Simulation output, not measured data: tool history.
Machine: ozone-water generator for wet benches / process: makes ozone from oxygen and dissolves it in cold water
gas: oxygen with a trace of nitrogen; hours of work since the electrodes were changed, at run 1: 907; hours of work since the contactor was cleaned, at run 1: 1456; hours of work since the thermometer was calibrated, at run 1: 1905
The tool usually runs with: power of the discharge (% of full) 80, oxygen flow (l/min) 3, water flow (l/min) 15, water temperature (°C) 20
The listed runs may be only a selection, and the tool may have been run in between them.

run,hour,power of the discharge (% of full),oxygen flow (l/min),water flow (l/min),water temperature (°C),hours of work since the electrodes were changed,hours of work since the contactor was cleaned,hours of work since the thermometer was calibrated,dissolved ozone (ppm),ozone in the gas ahead of the water (g/m3)
1,0,80,3,15,20,907,1456,1905,24.9,272.7
2,23.4,80,3,15,20,924,1473,1922,25.1,271
3,43.6,80,3,15,20,939,1488,1937,25.1,269.4
4,64.6,80,3,15,20,955,1504,1953,25,272
5,96.4,80,3,15,20,979,1528,1976,25.1,269.4
6,118.3,80,3,15,20,995,1544,1993,25.2,268.9
7,150.2,50,3,15,20,1018,1568,2016,17.2,184.5
8,163.8,50,3,15,20,1029,1578,2027,17.2,183.6
9,186.2,50,3,15,20,1045,1595,2043,17.5,185.4
10,210.1,50,3,15,20,1063,1612,2061,17.2,183.8
11,237.4,92,3,15,20,1083,1633,2081,27.8,302.5
12,259.9,92,3,15,20,1100,1649,2098,27.9,302
13,278.7,92,3,15,20,1114,1663,2112,27.9,303.7
14,309.5,92,3,15,20,1137,1686,2135,28,300.8
15,333.1,44,3,15,20,1155,1704,2152,15.6,166.3
16,354.8,44,3,15,20,1171,1720,2169,15.4,166.8
17,384.4,44,1.82,15,26,1193,1742,2191,13.7,220.4
18,407,59,3,15,12,1210,1759,2207,21.5,208.9
19,428,59,1.68,15,12,1225,1774,2223,19.1,290.3
20,455.4,78,1.61,15,20,1245,1795,2243,22.8,371.2
21,486.8,78,1.61,15,20,1269,1818,2267,22.6,373.6
22,504.7,88,1.61,15,20,1282,1831,2280,25.2,411.9
23,518.9,88,1.61,15,20,1293,1842,2291,25.1,409.8
24,551.2,88,1.61,15,20,1317,1866,2315,24.8,410
25,581,94,3.84,16,20,1339,1888,2337,26.7,268.7
26,601.9,94,3.84,16,20,1354,1904,2352,26.8,268.3
27,629.3,99,3.84,16,25,1375,1924,2373,25.7,278.3
28,656.3,71,3.84,16,25,1395,1944,2393,19.9,213.8
29,676.9,80,3,15,13,1410,1960,2408,26.8,266.7
30,697.9,80,3,15,13,1426,1975,2424,27,269.7
31,722.5,80,3,15,13,1444,1993,2442,27,268.1
32,748.7,84,3.13,14,14,1464,2013,2462,29.1,271.1

Results per run with the tool's hidden condition removed, run-to-run variation unchanged:
Hidden conditions of the tool in this case: yield of the discharge, % of new electrodes'; contactor's efficiency, % of a clean one's; true water temperature over the reading, C; drift of the gauge itself on ozone_ppm, %; drift of the gauge itself on gas_g_m3, %.
run,dissolved ozone (ppm),ozone in the gas ahead of the water (g/m3)
1,25.5,275.1
2,25.8,273.4
3,25.7,271.9
4,25.6,274.6
5,25.7,272.1
6,25.9,271.6
7,17.6,185.7
8,17.6,184.9
9,17.9,186.7
10,17.6,185.1
11,28.7,306.3
12,28.8,305.9
13,28.7,307.7
14,28.8,304.8
15,16,167.5
16,15.8,167.9
17,14.1,222
18,22.1,211
19,19.6,293.3
20,23.5,376.1
21,23.3,378.8
22,26,418.2
23,25.9,416.1
24,25.7,416.5
25,27.7,273.2
26,27.9,272.9
27,26.8,283.3
28,20.6,216.9
29,27.8,271
30,28,274.1
31,28,272.5
32,30.3,275.8
